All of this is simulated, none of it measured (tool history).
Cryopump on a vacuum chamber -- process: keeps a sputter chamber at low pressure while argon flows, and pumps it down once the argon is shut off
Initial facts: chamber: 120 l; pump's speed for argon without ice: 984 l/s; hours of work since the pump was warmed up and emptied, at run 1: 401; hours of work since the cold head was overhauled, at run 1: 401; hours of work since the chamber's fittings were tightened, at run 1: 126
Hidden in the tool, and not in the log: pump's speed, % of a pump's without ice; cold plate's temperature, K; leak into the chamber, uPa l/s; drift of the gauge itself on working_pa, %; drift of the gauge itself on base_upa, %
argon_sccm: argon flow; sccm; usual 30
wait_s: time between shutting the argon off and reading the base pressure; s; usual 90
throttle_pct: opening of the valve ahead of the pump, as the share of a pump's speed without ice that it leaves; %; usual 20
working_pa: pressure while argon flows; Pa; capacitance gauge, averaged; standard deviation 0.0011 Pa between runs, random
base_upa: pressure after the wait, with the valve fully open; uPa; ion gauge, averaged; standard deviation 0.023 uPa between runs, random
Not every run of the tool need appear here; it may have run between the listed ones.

run	day	argon_sccm	wait_s	throttle_pct	hours of work since the pump was warmed up and emptied	hours of work since the cold head was overhauled	hours of work since the chamber's fittings were tightened	working_pa	base_upa
1	0	30	90	20	401	401	126	0.2611	0.95
2	2	30	90	20	427	427	153	0.261	0.97
3	4.121	30	90	20	456	456	181	0.2609	1.03
4	5.646	30	90	16	476	476	202	0.3263	0.95
5	7.446	30	90	16	501	501	226	0.326	1.03
6	9.95	30	90	16	534	534	260	0.3245	1.09
7	11.504	30	90	16	555	555	281	0.3268	1.09
8	13.179	30	90	16	578	578	303	0.3264	1.15
9	15.042	30	90	16	603	603	328	0.323	1.21
10	18.383	30	33	16	648	648	373	0.3248	1.98
11	20.646	30	33	16	678	678	404	0.3279	2.07
12	22.171	30	33	16	699	699	424	0.3269	2
13	25.379	30	90	20	742	742	467	0.2648	1.34
14	28.567	30	90	20	785	785	510	0.2623	1.41
15	31.675	30	90	20	826	826	552	0.2637	1.45
16	34.488	30	128	20	864	864	590	0.2622	1.38
17	36.512	30	128	20	891	891	617	0.2628	1.41
18	40.054	41	128	49	939	939	665	0.1534	1.47
19	43.508	41	128	49	985	985	711	0.1537	1.57
20	45.454	15	128	49	1012	1012	737	0.0565	1.59
21	47.133	15	128	49	1034	1034	760	0.0568	1.58
# day 50.592: pump warmed up, emptied and cooled again
22	50.746	15	128	49	2	1080	805	0.0537	1.5
23	52.954	14	106	42	32	1110	835	0.0568	1.59
24	54.55	12	48	35	53	1131	857	0.0605	2.06
25	56.242	18	48	16	76	1154	879	0.1941	2.16
26	58.3	15	41	31	104	1181	907	0.0836	2.3
27	61.708	30	21	57	149	1227	953	0.0924	3.27
28	63.821	29	30	30	178	1256	981	0.1669	2.82
29	65.812	29	30	30	205	1282	1008	0.1675	2.73
30	68.654	36	273	20	243	1321	1046	0.3108	1.66
31	70.246	22	66	21	264	1342	1068	0.1834	2.13
32	71.75	41	68	21	284	1362	1088	0.3389	2.18
33	74.008	13	226	25	315	1393	1118	0.0908	1.79
34	76.188	13	43	31	344	1422	1147	0.0739	2.57

Predict each of these 4 candidate next runs independently; none follows another, all start after run 34:
A	77.683	21	41	54	364	1442	1168	?	?
B	77.683	13	90	24	364	1442	1168	?	?
C	77.683	38	43	41	364	1442	1168	?	?
D	77.683	30	90	54	364	1442	1168	?	?

run	working_pa	base_upa
A	0.0691	2.58
B	0.0943	2.11
C	0.1636	2.49
D	0.0988	2.11
Without the tool's unlogged condition, the same runs would have read:
run	working_pa	base_upa
A	0.0669	1.24
B	0.093	0.78
C	0.1595	1.19
D	0.0956	0.74
